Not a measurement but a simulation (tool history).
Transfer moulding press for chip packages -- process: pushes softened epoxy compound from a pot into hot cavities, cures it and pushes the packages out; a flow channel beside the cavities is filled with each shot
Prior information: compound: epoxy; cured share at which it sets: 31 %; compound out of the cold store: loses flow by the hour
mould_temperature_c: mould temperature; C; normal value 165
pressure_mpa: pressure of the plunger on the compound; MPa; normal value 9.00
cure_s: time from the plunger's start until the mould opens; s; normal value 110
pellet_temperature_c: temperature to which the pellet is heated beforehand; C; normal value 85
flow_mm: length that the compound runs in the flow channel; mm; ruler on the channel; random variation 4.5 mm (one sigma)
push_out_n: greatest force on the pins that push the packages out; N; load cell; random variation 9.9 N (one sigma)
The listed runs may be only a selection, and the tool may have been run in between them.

run	hour	mould_temperature_c	pressure_mpa	cure_s	pellet_temperature_c	incoming compound's hours out of the cold store	flow_mm	push_out_n
1	0.0	165	9.00	110	85	29.9	944	542
2	7.7	165	9.00	110	85	33.4	929	581
3	11.8	165	9.00	110	85	37.0	926	579
4	20.5	172	9.00	110	85	23.2	919	478
5	25.1	165	9.00	110	85	27.2	948	613
# hour 29.5: cavities cleaned with cleaning compound and waxed
6	31.5	159	9.00	110	85	44.1	929	705
7	37.1	159	9.17	110	85	23.2	995	793
8	42.0	159	9.17	110	85	38.6	954	791
9	50.6	159	9.17	110	85	30.5	977	848
10	54.3	159	9.17	110	85	27.6	973	881
11	58.5	159	9.17	110	85	10.8	1023	978
12	63.8	159	8.29	110	85	30.7	928	908
13	68.3	165	7.50	110	85	43.0	819	618
14	75.3	165	7.50	110	85	43.0	813	623
# hour 77.6: cavities cleaned with cleaning compound and waxed
15	85.8	163	7.84	109	88	27.8	879	573
16	89.5	163	7.84	109	88	9.0	922	626
17	94.4	163	7.84	109	88	44.0	849	594
18	99.3	163	7.84	109	88	28.2	876	659
19	103.7	163	7.84	109	79	20.5	891	663
20	107.5	165	7.26	91	75	32.1	821	815
21	112.9	165	9.00	110	81	10.5	971	612
22	117.0	170	9.00	113	85	39.0	872	497
23	122.9	170	7.42	113	95	44.2	784	522
# hour 125.7: cavities cleaned with cleaning compound and waxed
24	129.5	170	9.23	110	85	45.4	873	401
25	133.3	170	9.23	110	85	35.8	898	419
26	139.1	170	8.34	110	85	41.5	836	428
27	145.0	165	9.19	135	85	15.1	964	450
28	153.5	167	7.85	110	85	39.4	821	520

Below are 3 alternative next runs, each starting from the tool's condition after run 28. Predict each:
A	161.4	160	9.00	127	79	24.1	?	?
B	161.4	169	8.55	110	85	46.6	?	?
C	161.4	167	7.85	110	88	27.8	?	?

run	flow_mm	push_out_n
A	953	661
B	830	501
C	842	532
The same runs, with their run-to-run variation unchanged, on a tool lacking any hidden condition would have given:
run	flow_mm	push_out_n
A	1017	514
B	886	382
C	899	408
